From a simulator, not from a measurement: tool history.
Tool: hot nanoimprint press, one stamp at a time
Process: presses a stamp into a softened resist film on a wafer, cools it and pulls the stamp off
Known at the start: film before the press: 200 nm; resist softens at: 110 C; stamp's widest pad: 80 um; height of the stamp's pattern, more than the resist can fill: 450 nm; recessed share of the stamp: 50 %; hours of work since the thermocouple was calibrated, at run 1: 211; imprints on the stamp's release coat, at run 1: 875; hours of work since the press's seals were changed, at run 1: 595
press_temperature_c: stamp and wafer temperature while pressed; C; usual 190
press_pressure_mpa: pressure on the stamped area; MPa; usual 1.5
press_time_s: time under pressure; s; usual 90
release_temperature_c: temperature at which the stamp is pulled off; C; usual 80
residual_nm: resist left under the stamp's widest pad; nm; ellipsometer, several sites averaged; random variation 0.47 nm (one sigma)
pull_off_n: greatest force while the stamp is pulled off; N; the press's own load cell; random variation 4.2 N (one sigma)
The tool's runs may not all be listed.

run,day,press_temperature_c,press_pressure_mpa,press_time_s,release_temperature_c,hours of work since the thermocouple was calibrated,imprints on the stamp's release coat,hours of work since the press's seals were changed,residual_nm,pull_off_n
1,0,190,1.5,90,80,211,875,595,92.7,236
# day 1.508: press's hydraulic seals changed and the load cell set to zero
2,3.125,190,1.5,90,80,258,1070,27,92.8,251
3,5.454,190,1.5,90,80,298,1232,66,92.9,256
4,6.767,190,1.5,90,80,320,1324,89,91.7,266
5,9.45,190,1.5,90,80,365,1511,134,93.5,265
6,11.738,190,1.5,90,80,403,1670,172,93,272
7,14.479,190,1.5,90,80,450,1862,219,93.5,282
8,17.267,190,1.5,90,80,497,2056,266,94.7,284
# day 18.604: plate thermocouple calibrated
9,19.004,190,1.5,90,80,7,2169,293,91.3,290
# day 20.183: stamp cleaned and given a new release coat
10,21.767,190,1.5,90,80,49,111,335,91.2,206
11,23.542,190,1.49,90,80,79,234,365,92,219
12,25.442,190,1.5,90,79,111,367,397,91.3,221
13,27.967,190,1.5,90,80,154,543,439,92.3,221
14,29.325,197,1.5,90,80,176,638,462,70.1,235
15,30.854,190,1.5,90,80,202,745,488,92.3,230
16,32.758,193,0.98,90,74,234,878,520,99.7,256
17,33.9,200,1.5,90,80,254,957,539,62.8,243
18,35.342,183,1.5,90,80,278,1058,564,121.2,249
19,36.725,202,2.19,50,80,301,1154,587,63.2,254
# day 38.721: press's hydraulic seals changed and the load cell set to zero
20,39.138,202,1.31,145,80,336,1299,7,51,260
21,40.946,199,1.31,145,78,367,1425,37,56.8,264
22,42.325,188,2.27,78,83,390,1522,61,88.9,259
23,44.092,188,2.27,78,83,420,1645,90,89.8,268
24,45.879,191,1.58,89,71,450,1770,121,89.4,316
25,48.438,201,1.89,132,84,493,1948,164,46.2,276
# day 50.117: plate thermocouple calibrated
26,51.15,201,1.89,132,70,17,2128,207,43.6,325
# day 52.875: stamp cleaned and given a new release coat
27,52.896,190,1.21,64,80,43,2,232,111.6,211
28,55.433,195,1.21,91,79,85,179,275,81,218
29,57.575,187,1.54,47,80,121,328,311,124.4,225

5 ways to go on from here, each from the tool as it stands after run 29. What would each give?
A,60.071,179,1.54,64,80,164,502,353,?,?
B,60.071,187,1.54,91,80,164,502,353,?,?
C,60.071,191,1.09,112,80,164,502,353,?,?
D,60.071,201,1.01,47,81,164,502,353,?,?
E,60.071,184,1.23,63,80,164,502,353,?,?

run,residual_nm,pull_off_n
A,145.9,228
B,101.6,224
C,92.2,226
D,93,224
E,136.2,220
Without the tool's hidden state the same runs would have given:
run,residual_nm,pull_off_n
A,145.4,208
B,101,204
C,91.8,206
D,92.5,204
E,135.7,200
